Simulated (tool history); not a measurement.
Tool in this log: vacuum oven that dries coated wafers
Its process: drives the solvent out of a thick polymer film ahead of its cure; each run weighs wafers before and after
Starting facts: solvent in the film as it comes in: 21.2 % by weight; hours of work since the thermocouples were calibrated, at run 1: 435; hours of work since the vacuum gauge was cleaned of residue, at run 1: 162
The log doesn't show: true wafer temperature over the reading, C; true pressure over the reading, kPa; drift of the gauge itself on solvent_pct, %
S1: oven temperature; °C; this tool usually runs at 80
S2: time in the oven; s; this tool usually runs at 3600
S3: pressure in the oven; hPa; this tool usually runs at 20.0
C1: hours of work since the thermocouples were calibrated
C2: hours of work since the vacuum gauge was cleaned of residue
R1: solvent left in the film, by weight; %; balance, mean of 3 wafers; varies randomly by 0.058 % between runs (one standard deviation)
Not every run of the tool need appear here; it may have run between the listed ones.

Run 1, day 0.000: usual settings; C1 435; C2 162. Result: R1 3.27 %.
Run 2, day 1.792: usual settings; C1 454; C2 182. Result: R1 3.20 %.
Run 3, day 3.333: usual settings; C1 471; C2 199. Result: R1 3.24 %.
Run 4, day 4.238: usual settings; C1 481; C2 209. Result: R1 3.24 %.
Run 5, day 5.408: usual settings; C1 494; C2 222. Result: R1 3.25 %.
Run 6, day 6.896: usual settings but S2 4680 s; C1 510; C2 238. Result: R1 2.31 %.
Run 7, day 8.625: usual settings but S2 4680 s; C1 529; C2 257. Result: R1 2.25 %.
Run 8, day 10.188: usual settings but S2 4680 s; C1 546; C2 274. Result: R1 2.30 %.
Run 9, day 10.988: usual settings but S2 4980 s; C1 555; C2 283. Result: R1 2.11 %.
Run 10, day 12.475: usual settings; C1 571; C2 299. Result: R1 3.28 %.
Run 11, day 14.033: usual settings; C1 588; C2 316. Result: R1 3.34 %.
Run 12, day 15.438: usual settings; C1 604; C2 331. Result: R1 3.42 %.
Run 13, day 16.542: usual settings; C1 616; C2 343. Result: R1 3.47 %.
Run 14, day 17.750: usual settings but S1 81 °C; C1 629; C2 357. Result: R1 3.10 %.
Run 15, day 18.883: usual settings but S1 81 °C; C1 642; C2 369. Result: R1 3.16 %.
Run 16, day 19.971: usual settings but S1 81 °C; C1 653; C2 381. Result: R1 3.03 %.
Run 17, day 21.617: usual settings but S1 76 °C; C1 671; C2 399. Result: R1 5.00 %.
At day 22.883: oven's thermocouples calibrated.
Run 18, day 23.421: usual settings but S1 76 °C; C1 6; C2 418. Result: R1 4.46 %.
Run 19, day 24.246: usual settings but S1 76 °C; C1 15; C2 427. Result: R1 4.50 %.
Run 20, day 25.838: usual settings but S1 76 °C, S2 2280 s; C1 32; C2 444. Result: R1 7.14 %.
Run 21, day 27.275: usual settings but S1 76 °C, S2 2280 s; C1 48; C2 460. Result: R1 7.21 %.
Run 22, day 28.279: usual settings but S1 76 °C, S2 2280 s; C1 59; C2 471. Result: R1 7.20 %.
Run 23, day 30.075: usual settings but S1 76 °C, S2 2280 s; C1 79; C2 491. Result: R1 7.27 %.
Run 24, day 31.533: usual settings but S1 74 °C, S3 21.0 hPa; C1 95; C2 507. Result: R1 5.39 %.
Run 25, day 33.254: usual settings but S1 79 °C; C1 114; C2 525. Result: R1 3.46 %.
Run 26, day 34.208: usual settings but S1 65 °C, S2 2940 s, S3 59.8 hPa; C1 124; C2 536. Result: R1 12.73 %.
Run 27, day 35.096: usual settings but S1 75 °C, S2 2220 s, S3 17.9 hPa; C1 134; C2 546. Result: R1 7.86 %.
Run 28, day 36.883: usual settings but S1 79 °C, S2 4140 s, S3 12.0 hPa; C1 153; C2 565. Result: R1 2.58 %.
Run 29, day 38.567: usual settings but S1 67 °C, S2 6360 s, S3 32.7 hPa; C1 172; C2 584. Result: R1 6.40 %.
Run 30, day 40.100: usual settings but S1 87 °C, S2 3480 s, S3 22.0 hPa; C1 189; C2 600. Result: R1 1.57 %.
Run 31, day 41.642: usual settings but S1 92 °C, S2 1980 s, S3 22.0 hPa; C1 205; C2 617. Result: R1 2.02 %.
Run 32, day 42.812: usual settings but S3 47.6 hPa; C1 218; C2 630. Result: R1 4.35 %.
Run 33, day 44.388: usual settings but S3 47.6 hPa; C1 235; C2 647. Result: R1 4.36 %.
Run 34, day 45.950: usual settings but S1 87 °C, S2 1920 s, S3 61.6 hPa; C1 253; C2 664. Result: R1 4.99 %.
Run 35, day 47.217: usual settings but S3 17.2 hPa; C1 266; C2 678. Result: R1 3.13 %.
Run 36, day 48.400: usual settings but S3 17.2 hPa; C1 279; C2 691. Result: R1 3.14 %.
Run 37, day 49.908: usual settings but S2 2040 s, S3 20.2 hPa; C1 296; C2 708. Result: R1 6.34 %.
Run 38, day 51.592: usual settings but S2 2040 s, S3 20.2 hPa; C1 314; C2 726. Result: R1 6.32 %.
Run 39, day 53.354: usual settings but S1 91 °C, S2 2880 s, S3 28.6 hPa; C1 334; C2 746. Result: R1 1.52 %.
Run 40, day 54.900: usual settings but S1 91 °C, S2 2880 s, S3 28.6 hPa; C1 351; C2 762. Result: R1 1.55 %.
Run 41, day 56.754: usual settings but S1 91 °C, S2 2880 s, S3 28.6 hPa; C1 371; C2 783. Result: R1 1.55 %.
Run 42, day 58.612: usual settings but S2 2040 s, S3 74.6 hPa; C1 391; C2 803. Result: R1 8.22 %.
Run 43, day 60.467: usual settings but S1 90 °C, S2 2460 s, S3 12.5 hPa; C1 412; C2 823. Result: R1 1.71 %.
Run 44, day 61.829: usual settings but S2 4560 s; C1 426; C2 838. Result: R1 2.50 %.
Run 45, day 62.650: usual settings but S1 82 °C, S2 4560 s, S3 12.8 hPa; C1 435; C2 847. Result: R1 1.72 %.
Run 46, day 64.117: usual settings but S1 82 °C, S2 3420 s, S3 52.4 hPa; C1 451; C2 863. Result: R1 4.31 %.

For some of the steps in R1 from one run to the next: how much would appear even if the tool had no hidden state, given the settings, what came in and random variation, and how much remains for the hidden state plus any gauge scatter that the measured result and the result without hidden state don't share?
Run 17 -> 18: oven's thermocouples calibrated. R1 -0.54 %: hidden state -0.59, all else +0.05.
Run 25 -> 26: S1 79 -> 65, S2 3600 -> 2940, S3 20.0 -> 59.8. R1 +9.27 %: hidden state +0.04, all else +9.23.
Run 41 -> 42: S1 91 -> 80, S2 2880 -> 2040, S3 28.6 -> 74.6. R1 +6.67 %: hidden state +0.26, all else +6.41.
Run 42 -> 43: S1 80 -> 90, S2 2040 -> 2460, S3 74.6 -> 12.5. R1 -6.51 %: hidden state -0.19, all else -6.32.
